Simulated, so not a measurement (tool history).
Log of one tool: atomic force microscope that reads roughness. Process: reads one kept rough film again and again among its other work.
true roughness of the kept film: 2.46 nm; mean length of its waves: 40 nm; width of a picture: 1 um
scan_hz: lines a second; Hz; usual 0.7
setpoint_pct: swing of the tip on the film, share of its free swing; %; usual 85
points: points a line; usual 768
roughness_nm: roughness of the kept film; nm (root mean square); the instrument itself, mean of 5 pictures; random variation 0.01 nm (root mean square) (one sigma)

{"run": 1, "day": 0.0, "scan_hz": 0.7, "setpoint_pct": 85, "points": 768, "roughness_nm": 2.318}
{"run": 2, "day": 1.583, "scan_hz": 0.7, "setpoint_pct": 85, "points": 768, "roughness_nm": 2.261}
{"day": 2.129, "done": "new tip fitted"}
{"run": 3, "day": 2.704, "scan_hz": 0.7, "setpoint_pct": 85, "points": 768, "roughness_nm": 2.295}
{"day": 4.221, "done": "new tip fitted"}
{"run": 4, "day": 4.588, "scan_hz": 0.7, "setpoint_pct": 72, "points": 768, "roughness_nm": 2.327}
{"day": 6.304, "done": "new tip fitted"}
{"run": 5, "day": 6.942, "scan_hz": 1.546, "setpoint_pct": 85, "points": 768, "roughness_nm": 2.19}
{"day": 8.479, "done": "new tip fitted"}
{"run": 6, "day": 9.179, "scan_hz": 1.043, "setpoint_pct": 85, "points": 768, "roughness_nm": 2.243}
{"day": 10.567, "done": "new tip fitted"}
{"run": 7, "day": 11.183, "scan_hz": 0.7, "setpoint_pct": 87, "points": 768, "roughness_nm": 2.296}
{"day": 12.621, "done": "new tip fitted"}
{"run": 8, "day": 12.812, "scan_hz": 0.7, "setpoint_pct": 87, "points": 768, "roughness_nm": 2.324}
{"run": 9, "day": 14.171, "scan_hz": 0.7, "setpoint_pct": 87, "points": 768, "roughness_nm": 2.253}
{"day": 14.662, "done": "new tip fitted"}
{"run": 10, "day": 15.317, "scan_hz": 0.7, "setpoint_pct": 85, "points": 768, "roughness_nm": 2.307}
{"day": 16.846, "done": "new tip fitted"}
{"run": 11, "day": 16.9, "scan_hz": 0.7, "setpoint_pct": 85, "points": 768, "roughness_nm": 2.289}
{"run": 12, "day": 18.225, "scan_hz": 0.7, "setpoint_pct": 85, "points": 768, "roughness_nm": 2.274}
{"day": 19.021, "done": "new tip fitted"}
{"run": 13, "day": 19.688, "scan_hz": 0.7, "setpoint_pct": 85, "points": 768, "roughness_nm": 2.317}
{"day": 21.133, "done": "new tip fitted"}
{"run": 14, "day": 21.233, "scan_hz": 0.7, "setpoint_pct": 85, "points": 768, "roughness_nm": 2.317}
{"run": 15, "day": 22.95, "scan_hz": 0.7, "setpoint_pct": 85, "points": 477, "roughness_nm": 2.274}
{"day": 23.188, "done": "new tip fitted"}
{"run": 16, "day": 24.846, "scan_hz": 0.7, "setpoint_pct": 85, "points": 278, "roughness_nm": 2.238}
{"day": 25.304, "done": "new tip fitted"}
{"run": 17, "day": 26.154, "scan_hz": 2.832, "setpoint_pct": 85, "points": 768, "roughness_nm": 2.059}
{"day": 27.379, "done": "new tip fitted"}
{"run": 18, "day": 28.538, "scan_hz": 2.832, "setpoint_pct": 85, "points": 768, "roughness_nm": 2.043}
{"day": 29.492, "done": "new tip fitted"}
{"run": 19, "day": 30.688, "scan_hz": 2.832, "setpoint_pct": 85, "points": 768, "roughness_nm": 2.033}
{"day": 31.6, "done": "new tip fitted"}
{"run": 20, "day": 31.929, "scan_hz": 2.832, "setpoint_pct": 85, "points": 768, "roughness_nm": 2.07}
{"day": 33.65, "done": "new tip fitted"}
{"run": 21, "day": 34.162, "scan_hz": 2.832, "setpoint_pct": 85, "points": 768, "roughness_nm": 2.063}
{"day": 35.733, "done": "new tip fitted"}
{"run": 22, "day": 35.733, "scan_hz": 0.7, "setpoint_pct": 75, "points": 768, "roughness_nm": 2.384}
{"day": 37.817, "done": "new tip fitted"}
{"run": 23, "day": 37.9, "scan_hz": 0.7, "setpoint_pct": 75, "points": 768, "roughness_nm": 2.383}
{"day": 39.867, "done": "new tip fitted"}
{"run": 24, "day": 40.179, "scan_hz": 1.319, "setpoint_pct": 75, "points": 436, "roughness_nm": 2.301}
{"run": 25, "day": 41.633, "scan_hz": 1.236, "setpoint_pct": 65, "points": 543, "roughness_nm": 2.285}
{"day": 42.012, "done": "new tip fitted"}
{"run": 26, "day": 42.838, "scan_hz": 1.236, "setpoint_pct": 65, "points": 543, "roughness_nm": 2.326}
{"day": 44.125, "done": "new tip fitted"}
{"run": 27, "day": 44.229, "scan_hz": 2.485, "setpoint_pct": 81, "points": 754, "roughness_nm": 2.163}
{"run": 28, "day": 45.783, "scan_hz": 2.485, "setpoint_pct": 81, "points": 754, "roughness_nm": 2.1}
{"day": 46.188, "done": "new tip fitted"}
{"run": 29, "day": 47.371, "scan_hz": 2.485, "setpoint_pct": 81, "points": 754, "roughness_nm": 2.104}
{"day": 48.433, "done": "new tip fitted"}
{"run": 30, "day": 49.412, "scan_hz": 2.485, "setpoint_pct": 81, "points": 754, "roughness_nm": 2.137}
{"day": 50.512, "done": "new tip fitted"}
{"run": 31, "day": 51.312, "scan_hz": 3.019, "setpoint_pct": 78, "points": 1016, "roughness_nm": 2.121}
{"run": 32, "day": 52.308, "scan_hz": 3.019, "setpoint_pct": 78, "points": 1016, "roughness_nm": 2.078}
{"day": 52.638, "done": "new tip fitted"}
{"run": 33, "day": 54.583, "scan_hz": 0.698, "setpoint_pct": 61, "points": 642, "roughness_nm": 2.313}
{"day": 54.788, "done": "new tip fitted"}
{"run": 34, "day": 55.829, "scan_hz": 0.698, "setpoint_pct": 61, "points": 642, "roughness_nm": 2.369}
{"day": 56.879, "done": "new tip fitted"}
{"run": 35, "day": 57.312, "scan_hz": 0.698, "setpoint_pct": 61, "points": 642, "roughness_nm": 2.393}
{"run": 36, "day": 58.379, "scan_hz": 1.144, "setpoint_pct": 58, "points": 656, "roughness_nm": 2.33}
{"day": 58.967, "done": "new tip fitted"}
{"day": 59.858, "done": "height scale calibrated on a step standard"}
{"run": 37, "day": 60.162, "scan_hz": 1.144, "setpoint_pct": 58, "points": 656, "roughness_nm": 2.272}
{"day": 61.075, "done": "new tip fitted"}
{"run": 38, "day": 61.208, "scan_hz": 1.144, "setpoint_pct": 58, "points": 656, "roughness_nm": 2.338}
{"run": 39, "day": 62.767, "scan_hz": 1.144, "setpoint_pct": 58, "points": 656, "roughness_nm": 2.262}
{"day": 63.233, "done": "new tip fitted"}
{"run": 40, "day": 64.896, "scan_hz": 1.299, "setpoint_pct": 58, "points": 506, "roughness_nm": 2.277}
{"day": 65.321, "done": "new tip fitted"}
{"run": 41, "day": 67.075, "scan_hz": 2.382, "setpoint_pct": 84, "points": 476, "roughness_nm": 2.029}
{"day": 67.512, "done": "new tip fitted"}
{"run": 42, "day": 68.229, "scan_hz": 2.29, "setpoint_pct": 70, "points": 314, "roughness_nm": 2.201}
{"day": 69.675, "done": "new tip fitted"}
{"run": 43, "day": 69.917, "scan_hz": 3.868, "setpoint_pct": 70, "points": 731, "roughness_nm": 2.149}
{"day": 71.712, "done": "new tip fitted"}
{"run": 44, "day": 72.15, "scan_hz": 0.522, "setpoint_pct": 79, "points": 539, "roughness_nm": 2.307}
{"day": 73.783, "done": "new tip fitted"}
{"run": 45, "day": 73.783, "scan_hz": 0.516, "setpoint_pct": 85, "points": 486, "roughness_nm": 2.299}

Some steps in roughness_nm between neighbouring runs. How much of each would the tool show without its hidden state too (settings, what came in, random variation), and how much is left for the hidden state, with any gauge scatter that isn't in both results?
The hidden state here: radius of the tip, nm; height scale over the true one, %; drift of the gauge itself on roughness_nm, %.
Run 1 -> 2: no setting changed, nothing entered. roughness_nm -0.057 nm (root mean square): hidden state -0.07, all else +0.013.
Run 14 -> 15: points 768 -> 477. roughness_nm -0.043 nm (root mean square): hidden state -0.068, all else +0.025.
Run 21 -> 22: scan_hz 2.832 -> 0.7, setpoint_pct 85 -> 75, new tip fitted. roughness_nm +0.321 nm (root mean square): hidden state +0.027, all else +0.294.
Run 32 -> 33: scan_hz 3.019 -> 0.698, setpoint_pct 78 -> 61, points 1016 -> 642, new tip fitted. roughness_nm +0.235 nm (root mean square): hidden state -0.001, all else +0.236.
Run 38 -> 39: no setting changed, nothing entered. roughness_nm -0.076 nm (root mean square): hidden state -0.071, all else -0.005.
Run 40 -> 41: scan_hz 1.299 -> 2.382, setpoint_pct 58 -> 84, points 506 -> 476, new tip fitted. roughness_nm -0.248 nm (root mean square): hidden state -0.003, all else -0.245.
